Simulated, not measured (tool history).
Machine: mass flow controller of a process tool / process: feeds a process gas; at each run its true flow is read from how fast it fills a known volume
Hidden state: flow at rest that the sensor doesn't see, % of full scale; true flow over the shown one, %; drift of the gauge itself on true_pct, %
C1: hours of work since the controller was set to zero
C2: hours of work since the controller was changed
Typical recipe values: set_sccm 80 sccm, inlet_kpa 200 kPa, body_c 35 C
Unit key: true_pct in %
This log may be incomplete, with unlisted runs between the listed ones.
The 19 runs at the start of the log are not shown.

Run 20, day 275.554: usual settings; C1 5398; C2 5398. Result: true_pct 95.12 %.
Run 21, day 291.033: usual settings but set_sccm 89 sccm; C1 5653; C2 5653. Result: true_pct 95.23 %.
Run 22, day 300.671: usual settings but inlet_kpa 235 kPa, body_c 33 C; C1 5811; C2 5811. Result: true_pct 95.09 %.
Run 23, day 319.717: usual settings but inlet_kpa 235 kPa, body_c 33 C; C1 6124; C2 6124. Result: true_pct 94.94 %.
Run 24, day 337.488: usual settings but set_sccm 119 sccm; C1 6416; C2 6416. Result: true_pct 95.45 %.
Run 25, day 350.900: usual settings but set_sccm 119 sccm; C1 6637; C2 6637. Result: true_pct 95.44 %.
Run 26, day 365.104: usual settings but set_sccm 182 sccm, inlet_kpa 186 kPa, body_c 37 C; C1 6870; C2 6870. Result: true_pct 96.18 %.
Run 27, day 384.579: usual settings but set_sccm 21 sccm; C1 7191; C2 7191. Result: true_pct 91.52 %.
Run 28, day 394.758: usual settings but set_sccm 116 sccm, inlet_kpa 175 kPa, body_c 26 C; C1 7358; C2 7358. Result: true_pct 96.00 %.
Run 29, day 404.746: usual settings but set_sccm 27 sccm, inlet_kpa 192 kPa, body_c 33 C; C1 7522; C2 7522. Result: true_pct 92.16 %.
Run 30, day 424.979: usual settings but inlet_kpa 167 kPa, body_c 34 C; C1 7855; C2 7855. Result: true_pct 94.34 %.
Run 31, day 440.892: usual settings but set_sccm 40 sccm, inlet_kpa 178 kPa, body_c 38 C; C1 8117; C2 8117. Result: true_pct 92.39 %.
At day 445.817: controller's zero set anew.
Run 32, day 455.783: usual settings but set_sccm 48 sccm, inlet_kpa 273 kPa, body_c 25 C; C1 164; C2 8361. Result: true_pct 94.62 %.
Run 33, day 465.288: usual settings but set_sccm 66 sccm, inlet_kpa 277 kPa; C1 320; C2 8517. Result: true_pct 94.17 %.
Run 34, day 483.492: usual settings but set_sccm 66 sccm, inlet_kpa 277 kPa; C1 619; C2 8817. Result: true_pct 93.96 %.
Run 35, day 495.829: usual settings but set_sccm 66 sccm, inlet_kpa 277 kPa; C1 822; C2 9019. Result: true_pct 93.92 %.
Run 36, day 516.475: usual settings but set_sccm 65 sccm, inlet_kpa 277 kPa; C1 1162; C2 9359. Result: true_pct 93.65 %.
Run 37, day 537.479: usual settings but set_sccm 65 sccm, inlet_kpa 201 kPa, body_c 22 C; C1 1507; C2 9704. Result: true_pct 94.88 %.
Run 38, day 559.079: usual settings but set_sccm 34 sccm, inlet_kpa 145 kPa, body_c 29 C; C1 1862; C2 10059. Result: true_pct 93.49 %.
Run 39, day 580.950: usual settings but inlet_kpa 171 kPa, body_c 20 C; C1 2222; C2 10419. Result: true_pct 95.14 %.

Predict each of these 3 candidate next runs independently; none follows another, all start after run 39:
Run A, day 595.704: usual settings but inlet_kpa 176 kPa; C1 2464; C2 10662. Result: true_pct ?.
Run B, day 595.704: usual settings but set_sccm 79 sccm, inlet_kpa 235 kPa, body_c 20 C; C1 2464; C2 10662. Result: true_pct ?.
Run C, day 595.704: usual settings but set_sccm 51 sccm, inlet_kpa 168 kPa, body_c 20 C; C1 2464; C2 10662. Result: true_pct ?.

run  true_pct
  A     93.77
  B     94.97
  C     94.43
Without the tool's hidden state the same runs would have given:
run  true_pct
  A     97.42
  B     98.63
  C     98.29
